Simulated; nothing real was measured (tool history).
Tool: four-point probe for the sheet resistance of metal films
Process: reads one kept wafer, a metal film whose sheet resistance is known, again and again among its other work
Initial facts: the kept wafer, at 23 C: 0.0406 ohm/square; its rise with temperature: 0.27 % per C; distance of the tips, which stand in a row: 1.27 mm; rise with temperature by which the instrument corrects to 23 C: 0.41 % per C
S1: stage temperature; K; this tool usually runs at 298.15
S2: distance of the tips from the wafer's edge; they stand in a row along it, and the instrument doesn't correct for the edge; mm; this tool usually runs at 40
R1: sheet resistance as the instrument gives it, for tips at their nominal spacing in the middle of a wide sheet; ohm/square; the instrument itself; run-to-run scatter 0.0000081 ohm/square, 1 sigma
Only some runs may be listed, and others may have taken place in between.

Run 1, hour 0: usual settings. Result: R1 0.040684 ohm/square.
Run 2, hour 118.9: usual settings but S2 31 mm. Result: R1 0.040709 ohm/square.
Run 3, hour 203.6: usual settings but S2 31 mm. Result: R1 0.040709 ohm/square.
Run 4, hour 316.2: usual settings but S2 31 mm. Result: R1 0.040718 ohm/square.
Run 5, hour 392.6: usual settings but S2 31 mm. Result: R1 0.040736 ohm/square.
Run 6, hour 459.7: usual settings but S1 308.15 K, S2 31 mm. Result: R1 0.040188 ohm/square.
Run 7, hour 548.2: usual settings but S1 308.15 K, S2 31 mm. Result: R1 0.040191 ohm/square.
Run 8, hour 636: usual settings but S1 297.15 K. Result: R1 0.040786 ohm/square.
Run 9, hour 755.3: usual settings but S1 292.15 K. Result: R1 0.041075 ohm/square.
Run 10, hour 879.8: usual settings but S1 293.15 K. Result: R1 0.041023 ohm/square.
Run 11, hour 969.1: usual settings but S2 67 mm. Result: R1 0.040743 ohm/square.
Run 12, hour 1045.6: usual settings but S1 295.15 K. Result: R1 0.040922 ohm/square.
Run 13, hour 1129.5: usual settings but S1 295.15 K. Result: R1 0.04092 ohm/square.
Run 14, hour 1229.3: usual settings but S1 295.15 K. Result: R1 0.04094 ohm/square.
Run 15, hour 1325.5: usual settings but S1 295.15 K. Result: R1 0.040938 ohm/square.
Run 16, hour 1410: usual settings. Result: R1 0.040786 ohm/square.
Run 17, hour 1496.8: usual settings. Result: R1 0.040767 ohm/square.
Run 18, hour 1586: usual settings. Result: R1 0.04078 ohm/square.
Run 19, hour 1679.8: usual settings but S2 7 mm. Result: R1 0.041464 ohm/square.
Run 20, hour 1802.3: usual settings but S1 306.15 K, S2 23 mm. Result: R1 0.040393 ohm/square.
Run 21, hour 1876.5: usual settings but S1 306.15 K, S2 23 mm. Result: R1 0.040412 ohm/square.
Run 22, hour 1985.3: usual settings but S1 297.15 K, S2 35 mm. Result: R1 0.040881 ohm/square.
Run 23, hour 2091.6: usual settings but S1 304.15 K, S2 6 mm. Result: R1 0.041404 ohm/square.
Run 24, hour 2198.6: usual settings but S1 304.15 K, S2 6 mm. Result: R1 0.041413 ohm/square.
Run 25, hour 2309.7: usual settings but S1 301.15 K, S2 11 mm. Result: R1 0.040933 ohm/square.
Run 26, hour 2422.3: usual settings but S1 292.15 K, S2 18 mm. Result: R1 0.041264 ohm/square.
Run 27, hour 2482.5: usual settings but S1 292.15 K, S2 18 mm. Result: R1 0.041274 ohm/square.
Run 28, hour 2541.8: usual settings but S1 291.15 K, S2 57 mm. Result: R1 0.041227 ohm/square.
Run 29, hour 2620.3: usual settings but S1 295.15 K, S2 8 mm. Result: R1 0.041541 ohm/square.
Run 30, hour 2707: usual settings but S1 299.15 K, S2 71 mm. Result: R1 0.040775 ohm/square.
Run 31, hour 2783.6: usual settings but S1 299.15 K, S2 71 mm. Result: R1 0.040779 ohm/square.
Run 32, hour 2854.5: usual settings but S1 299.15 K, S2 71 mm. Result: R1 0.04078 ohm/square.
Run 33, hour 2908.8: usual settings but S1 299.15 K, S2 71 mm. Result: R1 0.04079 ohm/square.
Run 34, hour 3032.9: usual settings but S1 299.15 K, S2 71 mm. Result: R1 0.040796 ohm/square.
Run 35, hour 3161.1: usual settings but S1 299.15 K, S2 13 mm. Result: R1 0.040998 ohm/square.
Run 36, hour 3253.3: usual settings but S1 303.15 K, S2 41 mm. Result: R1 0.040612 ohm/square.

Some steps in R1, run to run, broken into two amounts with sign: the step expected even without the hidden condition (settings, incoming material, random variation), and the rest, left for the hidden condition together with whatever gauge scatter is not in both the measured and the hidden-condition-free result:
What the log doesn't record here: inner tips' distance over the nominal, %; tips' flats over new ones', %; wafer's true temperature over the reading, C; drift of the gauge itself on sheet_ohm, %.
Run 18 -> 19: S2 40 -> 7. R1 +0.000684 ohm/square: hidden state +0.000011, all else +0.000673.
Run 19 -> 20: S1 298.15 -> 306.15, S2 7 -> 23. R1 -0.001071 ohm/square: hidden state -0.000001, all else -0.00107.
Run 21 -> 22: S1 306.15 -> 297.15, S2 23 -> 35. R1 +0.000469 ohm/square: hidden state +0.000011, all else +0.000458.
Run 25 -> 26: S1 301.15 -> 292.15, S2 11 -> 18. R1 +0.000331 ohm/square: hidden state +0.000011, all else +0.00032.
Run 29 -> 30: S1 295.15 -> 299.15, S2 8 -> 71. R1 -0.000766 ohm/square: hidden state -0.000001, all else -0.000765.
